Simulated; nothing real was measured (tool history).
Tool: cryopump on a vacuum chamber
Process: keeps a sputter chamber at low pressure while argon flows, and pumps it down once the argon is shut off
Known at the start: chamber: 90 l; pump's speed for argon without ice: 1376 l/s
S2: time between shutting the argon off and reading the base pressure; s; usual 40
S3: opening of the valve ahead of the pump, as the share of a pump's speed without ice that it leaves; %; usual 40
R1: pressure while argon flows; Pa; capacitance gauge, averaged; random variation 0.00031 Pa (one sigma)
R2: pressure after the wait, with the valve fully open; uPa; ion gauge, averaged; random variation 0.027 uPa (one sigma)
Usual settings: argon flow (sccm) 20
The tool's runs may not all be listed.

Run 1, hour 0.0: usual settings. Result: R1 0.0630 Pa, R2 2.14 uPa.
Run 2, hour 18.8: usual settings. Result: R1 0.0621 Pa, R2 2.17 uPa.
Run 3, hour 35.3: usual settings. Result: R1 0.0625 Pa, R2 2.16 uPa.
Run 4, hour 50.4: usual settings but S3 38 %. Result: R1 0.0658 Pa, R2 2.19 uPa.
Run 5, hour 69.0: usual settings but S3 38 %. Result: R1 0.0662 Pa, R2 2.19 uPa.
Run 6, hour 97.4: usual settings but S3 38 %. Result: R1 0.0664 Pa, R2 2.22 uPa.
Run 7, hour 111.8: usual settings but argon flow (sccm) 28. Result: R1 0.0881 Pa, R2 2.19 uPa.
Run 8, hour 137.8: usual settings but argon flow (sccm) 28. Result: R1 0.0883 Pa, R2 2.19 uPa.
Run 9, hour 156.8: usual settings. Result: R1 0.0634 Pa, R2 2.26 uPa.
Run 10, hour 171.4: usual settings. Result: R1 0.0631 Pa, R2 2.24 uPa.
Run 11, hour 186.8: usual settings but S3 55 %. Result: R1 0.0466 Pa, R2 2.21 uPa.
Run 12, hour 205.3: usual settings. Result: R1 0.0630 Pa, R2 2.20 uPa.
Run 13, hour 217.9: usual settings. Result: R1 0.0630 Pa, R2 2.27 uPa.
Run 14, hour 245.8: usual settings. Result: R1 0.0633 Pa, R2 2.26 uPa.
Run 15, hour 266.7: usual settings but S2 234 s. Result: R1 0.0632 Pa, R2 1.01 uPa.
Run 16, hour 286.7: usual settings but S2 234 s. Result: R1 0.0637 Pa, R2 1.00 uPa.
At hour 299.1: leaking fittings of the chamber tightened, without venting.
Run 17, hour 314.9: usual settings but S2 234 s. Result: R1 0.0636 Pa, R2 0.52 uPa.
Run 18, hour 338.4: usual settings but argon flow (sccm) 10, S2 105 s, S3 21 %. Result: R1 0.0600 Pa, R2 0.81 uPa.
Run 19, hour 359.6: usual settings but argon flow (sccm) 10, S2 105 s, S3 21 %. Result: R1 0.0596 Pa, R2 0.84 uPa.
Run 20, hour 374.6: usual settings but argon flow (sccm) 39, S2 131 s, S3 21 %. Result: R1 0.2327 Pa, R2 0.73 uPa.
Run 21, hour 394.5: usual settings but S2 31 s. Result: R1 0.0636 Pa, R2 2.30 uPa.
Run 22, hour 420.7: usual settings but S2 51 s, S3 23 %. Result: R1 0.1099 Pa, R2 1.48 uPa.
Run 23, hour 439.5: usual settings but S2 89 s, S3 32 %. Result: R1 0.0794 Pa, R2 0.94 uPa.

Run 24 comes next. What will it give?
Run 24, hour 458.5: usual settings but argon flow (sccm) 17, S2 128 s, S3 15 %. Result: R1 ?, R2 ?.

Run 24 gave R1 0.1417 Pa, R2 0.78 uPa.
Without the tool's hidden state the same run would have given R1 0.1395 Pa, R2 0.68 uPa.

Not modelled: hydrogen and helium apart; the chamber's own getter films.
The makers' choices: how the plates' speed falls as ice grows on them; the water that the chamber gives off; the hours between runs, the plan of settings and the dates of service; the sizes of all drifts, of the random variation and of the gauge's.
